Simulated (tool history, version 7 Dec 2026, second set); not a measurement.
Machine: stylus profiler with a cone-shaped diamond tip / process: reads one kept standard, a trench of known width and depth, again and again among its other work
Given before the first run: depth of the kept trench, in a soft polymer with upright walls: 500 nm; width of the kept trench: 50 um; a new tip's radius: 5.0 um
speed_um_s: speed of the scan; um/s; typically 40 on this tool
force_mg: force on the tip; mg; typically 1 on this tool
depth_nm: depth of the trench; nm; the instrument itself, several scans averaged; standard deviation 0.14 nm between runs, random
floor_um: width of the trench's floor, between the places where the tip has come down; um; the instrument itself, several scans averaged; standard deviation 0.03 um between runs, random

{"run": 1, "hour": 0.0, "speed_um_s": 40, "force_mg": 1, "depth_nm": 501.29, "floor_um": 45.41}
{"run": 2, "hour": 10.0, "speed_um_s": 40, "force_mg": 1, "depth_nm": 501.33, "floor_um": 45.46}
{"run": 3, "hour": 24.7, "speed_um_s": 43, "force_mg": 1, "depth_nm": 501.34, "floor_um": 45.46}
{"run": 4, "hour": 33.1, "speed_um_s": 40, "force_mg": 0.51, "depth_nm": 500.72, "floor_um": 45.34}
{"run": 5, "hour": 39.7, "speed_um_s": 40, "force_mg": 1.34, "depth_nm": 501.56, "floor_um": 45.42}
{"run": 6, "hour": 51.6, "speed_um_s": 40, "force_mg": 0.34, "depth_nm": 500.37, "floor_um": 45.25}
{"run": 7, "hour": 60.8, "speed_um_s": 17, "force_mg": 0.64, "depth_nm": 500.95, "floor_um": 45.47}
{"hour": 62.4, "done": "height scale calibrated on a step standard"}
{"run": 8, "hour": 76.2, "speed_um_s": 17, "force_mg": 0.64, "depth_nm": 500.71, "floor_um": 45.49}
{"run": 9, "hour": 82.5, "speed_um_s": 12, "force_mg": 0.52, "depth_nm": 500.63, "floor_um": 45.49}
{"run": 10, "hour": 97.5, "speed_um_s": 56, "force_mg": 0.98, "depth_nm": 501, "floor_um": 45.32}

4 options for the next run, each taken on its own from the tool as it stands now. Forecast them:
{"run": "A", "hour": 106.2, "speed_um_s": 133, "force_mg": 2.75, "depth_nm": "?", "floor_um": "?"}
{"run": "B", "hour": 106.2, "speed_um_s": 40, "force_mg": 0.41, "depth_nm": "?", "floor_um": "?"}
{"run": "C", "hour": 106.2, "speed_um_s": 17, "force_mg": 1.24, "depth_nm": "?", "floor_um": "?"}
{"run": "D", "hour": 106.2, "speed_um_s": 13, "force_mg": 0.46, "depth_nm": "?", "floor_um": "?"}

run=A depth_nm=502.47 floor_um=45.28
run=B depth_nm=500.29 floor_um=45.33
run=C depth_nm=501.34 floor_um=45.5
run=D depth_nm=500.49 floor_um=45.49
The same runs, with their run-to-run variation unchanged, on a tool lacking any hidden condition would have given:
run=A depth_nm=502.9 floor_um=45.36
run=B depth_nm=500.71 floor_um=45.42
run=C depth_nm=501.77 floor_um=45.59
run=D depth_nm=500.91 floor_um=45.57
